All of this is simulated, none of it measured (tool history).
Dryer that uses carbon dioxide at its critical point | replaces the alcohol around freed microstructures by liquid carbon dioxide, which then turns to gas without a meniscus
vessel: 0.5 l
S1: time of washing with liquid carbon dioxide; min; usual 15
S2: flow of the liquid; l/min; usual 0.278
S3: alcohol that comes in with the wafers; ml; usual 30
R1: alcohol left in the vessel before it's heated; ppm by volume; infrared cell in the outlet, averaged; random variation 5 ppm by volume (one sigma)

| run | hour | S1 | S2 | S3 | R1 |
|---|---|---|---|---|---|
| 1 | 0.0 | 15 | 0.278 | 30 | 117 |
| 2 | 12.0 | 15 | 0.278 | 30 | 119 |
| 3 | 22.0 | 15 | 0.278 | 30 | 118 |
| 4 | 34.8 | 15 | 0.253 | 30 | 171 |
| 5 | 50.4 | 15 | 0.253 | 77 | 331 |
| 6 | 65.7 | 15 | 0.253 | 77 | 350 |
| 7 | 75.1 | 15 | 0.253 | 77 | 349 |
| 8 | 89.0 | 15 | 0.278 | 49 | 172 |
| 9 | 110.8 | 15 | 0.278 | 49 | 178 |
| 10 | 123.0 | 15 | 0.278 | 30 | 149 |
| 11 | 145.2 | 15 | 0.278 | 30 | 154 |
| 12 | 161.6 | 15 | 0.278 | 30 | 158 |
| 13 | 176.8 | 15 | 0.278 | 30 | 163 |
|  | 192.3 | inlet filter changed |
| 14 | 194.4 | 15 | 0.278 | 30 | 128 |
| 15 | 205.4 | 15 | 0.198 | 30 | 411 |
| 16 | 226.7 | 15 | 0.198 | 111 | 1237 |
| 17 | 242.3 | 15 | 0.278 | 30 | 139 |
| 18 | 253.1 | 15 | 0.278 | 30 | 144 |
| 19 | 274.8 | 15 | 0.278 | 30 | 142 |
| 20 | 293.9 | 15 | 0.278 | 30 | 149 |
| 21 | 304.1 | 15 | 0.278 | 30 | 161 |
| 22 | 327.0 | 15 | 0.278 | 30 | 156 |
|  | 342.6 | purifier's bed changed |
| 23 | 343.7 | 21 | 0.290 | 68 | 6 |
| 24 | 359.2 | 15 | 0.181 | 101 | 1974 |

Run 25 comes next. What will it give?
| 25 | 372.2 | 12 | 0.181 | 101 | ? |

R1: 5044 ppm by volume
Without the tool's hidden state the same run would have given R1 4055 ppm by volume.
